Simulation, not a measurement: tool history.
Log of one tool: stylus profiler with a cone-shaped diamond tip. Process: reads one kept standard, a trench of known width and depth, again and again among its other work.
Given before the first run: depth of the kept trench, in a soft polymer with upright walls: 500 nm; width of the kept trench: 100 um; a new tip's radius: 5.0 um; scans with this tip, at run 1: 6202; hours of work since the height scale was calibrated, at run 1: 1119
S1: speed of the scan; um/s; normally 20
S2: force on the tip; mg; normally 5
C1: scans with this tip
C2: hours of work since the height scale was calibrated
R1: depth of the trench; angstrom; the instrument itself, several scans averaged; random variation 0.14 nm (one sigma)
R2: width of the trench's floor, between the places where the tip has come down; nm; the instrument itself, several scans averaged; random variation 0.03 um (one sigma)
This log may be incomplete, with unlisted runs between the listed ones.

run 1 hour=0 | S1=20 S2=5 | C1=6202 C2=1119 | R1=5107.8 R2=95000
run 2 hour=89.6 | S1=21 S2=5 | C1=6570 C2=1185 | R1=5100.9 R2=94920
run 3 hour=146.4 | S1=21 S2=5 | C1=6803 C2=1227 | R1=5105 R2=94920
run 4 hour=208.4 | S1=21 S2=5 | C1=7058 C2=1273 | R1=5103.9 R2=94930
-- hour=250.5 height scale calibrated on a step standard
run 5 hour=257.3 | S1=21 S2=5 | C1=7257 C2=5 | R1=5137.6 R2=94870
run 6 hour=342 | S1=20 S2=5 | C1=7605 C2=68 | R1=5131.9 R2=94900
run 7 hour=395.9 | S1=20 S2=5 | C1=7826 C2=108 | R1=5132.2 R2=94840
run 8 hour=477.7 | S1=6 S2=5 | C1=8162 C2=168 | R1=5128.3 R2=94800
run 9 hour=552.4 | S1=20 S2=4.13 | C1=8469 C2=224 | R1=5109.4 R2=94710
run 10 hour=593.8 | S1=20 S2=4.13 | C1=8639 C2=254 | R1=5113.1 R2=94750
run 11 hour=655.6 | S1=7 S2=5 | C1=8893 C2=300 | R1=5127.2 R2=94820
run 12 hour=718.2 | S1=12 S2=11.61 | C1=9150 C2=346 | R1=5230.9 R2=94700
run 13 hour=781.9 | S1=9 S2=1.76 | C1=9411 C2=394 | R1=5055.2 R2=94710

Run 14, settings as shown, results not yet in. Your forecast:
run 14 hour=840.2 | S1=56 S2=3.09 | C1=9651 C2=437 | R1=? R2=?

Run 14 gave R1 5084.1 angstrom, R2 94450 nm.
The same run, on a tool lacking any hidden state, would have yielded R1 5096.4 angstrom, R2 95390 nm.

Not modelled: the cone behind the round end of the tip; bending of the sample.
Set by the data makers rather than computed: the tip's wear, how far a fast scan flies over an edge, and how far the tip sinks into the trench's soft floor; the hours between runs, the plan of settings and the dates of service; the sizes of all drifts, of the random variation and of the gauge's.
